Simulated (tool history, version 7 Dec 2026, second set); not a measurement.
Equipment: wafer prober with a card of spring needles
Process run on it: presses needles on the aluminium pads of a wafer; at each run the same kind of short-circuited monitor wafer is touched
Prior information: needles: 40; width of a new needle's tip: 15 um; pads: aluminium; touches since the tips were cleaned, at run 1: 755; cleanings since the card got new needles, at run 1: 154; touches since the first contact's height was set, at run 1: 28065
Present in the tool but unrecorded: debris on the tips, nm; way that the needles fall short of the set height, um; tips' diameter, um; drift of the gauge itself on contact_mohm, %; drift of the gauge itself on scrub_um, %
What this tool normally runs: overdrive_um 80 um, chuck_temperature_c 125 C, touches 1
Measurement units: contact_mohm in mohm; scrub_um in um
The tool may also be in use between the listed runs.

run     day  overdrive_um  chuck_temperature_c  touches  touches since the tips were cleaned  cleanings since the card got new needles  touches since the first contact's height was set  contact_mohm  scrub_um
  1       0            80                  125        1                                  755                                       154                                             28065           271      17.4
      0.158  -- tips cleaned on abrasive film
      0.425  -- tips cleaned on abrasive film
      0.646  -- tips cleaned on abrasive film
  2    0.75            80                  125        1                                 1328                                       157                                             37228           271     17.43
      0.917  -- tips cleaned on abrasive film
      1.133  -- tips cleaned on abrasive film
  3   1.317            80                  125        1                                 2262                                       159                                             44147           272     17.33
      1.375  -- tips cleaned on abrasive film
      1.646  -- tips cleaned on abrasive film
  4     1.8            80                  125        1                                 1882                                       161                                             50025           271     17.42
      1.904  -- tips cleaned on abrasive film
      2.179  -- tips cleaned on abrasive film
       2.45  -- tips cleaned on abrasive film
      2.671  -- tips cleaned on abrasive film
      2.925  -- tips cleaned on abrasive film
  5   2.925            80                  125        1                                    0                                       166                                             63720           271     17.25
      3.096  -- height of the first contact set anew
      3.208  -- tips cleaned on abrasive film
      3.442  -- tips cleaned on abrasive film
  6   3.442           100                  125        1                                    0                                       168                                              4166           272     21.84
      3.712  -- tips cleaned on abrasive film
      3.983  -- tips cleaned on abrasive film
  7   4.179            61                  125        1                                 2403                                       170                                             13188           276     13.43
      4.233  -- tips cleaned on abrasive film
      4.508  -- tips cleaned on abrasive film
      4.775  -- tips cleaned on abrasive film
       5.05  -- tips cleaned on abrasive film
  8   5.067            61                  125        1                                  240                                       174                                             24027           270     13.19
      5.288  -- tips cleaned on abrasive film
      5.558  -- tips cleaned on abrasive film
      5.779  -- tips cleaned on abrasive film
      6.021  -- tips cleaned on abrasive film
  9   6.021            61                  125        1                                    0                                       178                                             35657           269     13.23
      6.242  -- tips cleaned on abrasive film
      6.512  -- tips cleaned on abrasive film
 10   6.579            61                   48        1                                  803                                       180                                             42455           254     13.35
      6.742  -- tips cleaned on abrasive film
      7.008  -- tips cleaned on abrasive film
      7.283  -- tips cleaned on abrasive film
 11   7.446            61                   48        1                                 2060                                       183                                             53082           251     13.41
      7.504  -- tips cleaned on abrasive film
      7.775  -- tips cleaned on abrasive film
      8.046  -- tips cleaned on abrasive film
      8.267  -- tips cleaned on abrasive film
      8.492  -- height of the first contact set anew
      8.546  -- tips cleaned on abrasive film
 12   8.554            61                   48        1                                   65                                       188                                               687           251     13.25
      8.771  -- tips cleaned on abrasive film
      9.038  -- tips cleaned on abrasive film
      9.258  -- tips cleaned on abrasive film
 13   9.425            80                  125        1                                 2055                                       191                                             11336           266      17.5
      9.483  -- tips cleaned on abrasive film
       9.75  -- tips cleaned on abrasive film
      9.971  -- tips cleaned on abrasive film
 14  10.004            77                  125        1                                  432                                       194                                             18375           262     16.87
     10.221  -- tips cleaned on abrasive film
     10.442  -- tips cleaned on abrasive film
     10.712  -- tips cleaned on abrasive film
     10.933  -- tips cleaned on abrasive film
 15  10.938            77                  125        1                                   49                                       198                                             29748           269     16.86
     11.204  -- tips cleaned on abrasive film
     11.421  -- tips cleaned on abrasive film
     11.692  -- tips cleaned on abrasive film
 16  11.754            65                   58        1                                  775                                       201                                             39741           255     14.19
     11.921  -- tips cleaned on abrasive film
     12.183  -- tips cleaned on abrasive film
 17   12.35            98                   25        1                                 2082                                       203                                             47031           241     21.49
     12.408  -- tips cleaned on abrasive film
     12.629  -- tips cleaned on abrasive film
     12.892  -- tips cleaned on abrasive film
     13.158  -- tips cleaned on abrasive film
 18  13.308            79                  125        2                                 1877                                       207                                             58708           273     17.25
     13.421  -- tips cleaned on abrasive film
     13.642  -- tips cleaned on abrasive film
     13.867  -- height of the first contact set anew
     13.925  -- tips cleaned on abrasive film
     14.192  -- tips cleaned on abrasive film
 19  14.379            79                  125        3                                 2319                                       211                                              6245           270     17.23
     14.438  -- tips cleaned on abrasive film
     14.654  -- tips cleaned on abrasive film
     14.929  -- tips cleaned on abrasive film
       15.2  -- tips cleaned on abrasive film
     15.471  -- tips cleaned on abrasive film
 20  15.554            77                   26        2                                 1025                                       216                                             20565           244     16.81
     15.721  -- tips cleaned on abrasive film
     15.938  -- tips cleaned on abrasive film
 21  16.138            77                   26        2                                 2488                                       218                                             27715           240     16.99
     16.196  -- tips cleaned on abrasive film
     16.471  -- tips cleaned on abrasive film
     16.729  -- tips cleaned on abrasive film
 22  16.746            77                   26        2                                  193                                       221                                             35091           242     16.91
     16.962  -- tips cleaned on abrasive film
     17.183  -- tips cleaned on abrasive film
     17.454  -- tips cleaned on abrasive film
     17.675  -- tips cleaned on abrasive film
 23  17.792            85                   57        2                                 1443                                       225                                             47844           254      18.9
       17.9  -- tips cleaned on abrasive film
     18.175  -- tips cleaned on abrasive film
     18.392  -- tips cleaned on abrasive film
     18.667  -- tips cleaned on abrasive film
 24  18.733            85                   57        2                                  825                                       229                                             59314           253     18.63
     18.896  -- tips cleaned on abrasive film
     19.167  -- tips cleaned on abrasive film
     19.283  -- height of the first contact set anew
 25  19.304            73                  125        2                                 1574                                       231                                               255           270        16
     19.417  -- tips cleaned on abrasive film
     19.688  -- tips cleaned on abrasive film
     19.958  -- tips cleaned on abrasive film
 26  20.154            73                  125        1                                 2428                                       234                                             10653           277     16.18

What if the next run were any one of these 4? Each begins from the tool's condition after run 26:
     20.212  -- tips cleaned on abrasive film
     20.483  -- tips cleaned on abrasive film
     20.758  -- tips cleaned on abrasive film
     21.025  -- tips cleaned on abrasive film
  A  21.192            99                   29        1                                 2060                                       238                                             23326             ?         ?
     20.212  -- tips cleaned on abrasive film
     20.483  -- tips cleaned on abrasive film
     20.758  -- tips cleaned on abrasive film
     21.025  -- tips cleaned on abrasive film
  B  21.192            95                  125        1                                 2060                                       238                                             23326             ?         ?
     20.212  -- tips cleaned on abrasive film
     20.483  -- tips cleaned on abrasive film
     20.758  -- tips cleaned on abrasive film
     21.025  -- tips cleaned on abrasive film
  C  21.192            82                   35        2                                 2060                                       238                                             23326             ?         ?
     20.212  -- tips cleaned on abrasive film
     20.483  -- tips cleaned on abrasive film
     20.758  -- tips cleaned on abrasive film
     21.025  -- tips cleaned on abrasive film
  D  21.192            61                  125        1                                 2060                                       238                                             23326             ?         ?

run  contact_mohm  scrub_um
  A           244     21.96
  B           269     21.06
  C           249     18.16
  D           269     13.42
With the hidden condition removed and each run's random variation left untouched, the same runs would have given:
run  contact_mohm  scrub_um
  A           244     21.59
  B           268      20.7
  C           248     17.85
  D           269     13.19
